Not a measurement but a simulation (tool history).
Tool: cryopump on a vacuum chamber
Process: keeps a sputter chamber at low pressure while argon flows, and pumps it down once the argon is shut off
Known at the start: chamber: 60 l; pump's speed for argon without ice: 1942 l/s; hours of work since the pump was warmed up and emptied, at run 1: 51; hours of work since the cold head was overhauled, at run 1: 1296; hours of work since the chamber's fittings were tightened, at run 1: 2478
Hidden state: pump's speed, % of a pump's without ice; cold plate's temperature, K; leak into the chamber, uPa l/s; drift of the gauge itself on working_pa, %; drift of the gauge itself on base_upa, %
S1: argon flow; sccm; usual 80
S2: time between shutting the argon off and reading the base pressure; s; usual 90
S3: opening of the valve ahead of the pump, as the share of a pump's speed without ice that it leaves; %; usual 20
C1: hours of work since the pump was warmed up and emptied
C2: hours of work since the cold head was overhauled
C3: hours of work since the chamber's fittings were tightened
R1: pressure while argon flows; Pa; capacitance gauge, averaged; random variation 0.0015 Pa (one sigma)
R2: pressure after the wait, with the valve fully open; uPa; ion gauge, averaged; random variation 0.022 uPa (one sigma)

Run 1, hour 0.0: usual settings; C1 51; C2 1296; C3 2478. Result: R1 0.3483 Pa, R2 1.21 uPa.
Run 2, hour 116.1: usual settings; C1 103; C2 1348; C3 2530. Result: R1 0.3510 Pa, R2 1.24 uPa.
Run 3, hour 217.5: usual settings but S2 28 s; C1 149; C2 1394; C3 2576. Result: R1 0.3533 Pa, R2 2.14 uPa.
Run 4, hour 273.5: usual settings but S2 28 s; C1 174; C2 1419; C3 2601. Result: R1 0.3532 Pa, R2 2.19 uPa.
Run 5, hour 326.9: usual settings but S2 28 s; C1 198; C2 1443; C3 2625. Result: R1 0.3536 Pa, R2 2.26 uPa.
Run 6, hour 396.8: usual settings; C1 229; C2 1474; C3 2656. Result: R1 0.3521 Pa, R2 1.25 uPa.
Run 7, hour 500.7: usual settings; C1 276; C2 1521; C3 2703. Result: R1 0.3545 Pa, R2 1.28 uPa.
Run 8, hour 617.4: usual settings; C1 329; C2 1573; C3 2756. Result: R1 0.3549 Pa, R2 1.33 uPa.
Run 9, hour 700.2: usual settings but S2 142 s; C1 366; C2 1610; C3 2793. Result: R1 0.3561 Pa, R2 1.19 uPa.
Run 10, hour 749.3: usual settings but S2 142 s; C1 388; C2 1633; C3 2815. Result: R1 0.3598 Pa, R2 1.17 uPa.
Run 11, hour 841.5: usual settings but S2 142 s; C1 429; C2 1674; C3 2856. Result: R1 0.3559 Pa, R2 1.14 uPa.
Run 12, hour 954.2: usual settings but S2 142 s; C1 480; C2 1725; C3 2907. Result: R1 0.3586 Pa, R2 1.19 uPa.
Run 13, hour 1074.8: usual settings; C1 534; C2 1779; C3 2961. Result: R1 0.3626 Pa, R2 1.42 uPa.
Run 14, hour 1189.8: usual settings; C1 586; C2 1831; C3 3013. Result: R1 0.3598 Pa, R2 1.46 uPa.
Run 15, hour 1247.1: usual settings but S1 85 sccm, S2 117 s, S3 28 %; C1 612; C2 1856; C3 3039. Result: R1 0.2792 Pa, R2 1.32 uPa.
Run 16, hour 1317.0: usual settings but S1 36 sccm, S2 22 s; C1 643; C2 1888; C3 3070. Result: R1 0.1616 Pa, R2 2.81 uPa.
Run 17, hour 1390.2: usual settings but S1 36 sccm, S2 22 s; C1 676; C2 1921; C3 3103. Result: R1 0.1634 Pa, R2 2.90 uPa.

Run 18 comes next. What will it give?
Run 18, hour 1458.1: usual settings but S1 86 sccm, S2 55 s; C1 706; C2 1951; C3 3133. Result: R1 ?, R2 ?.

R1: 0.3937 Pa
R2: 1.82 uPa
Without the tool's hidden state the same run would have given R1 0.3751 Pa, R2 0.89 uPa.
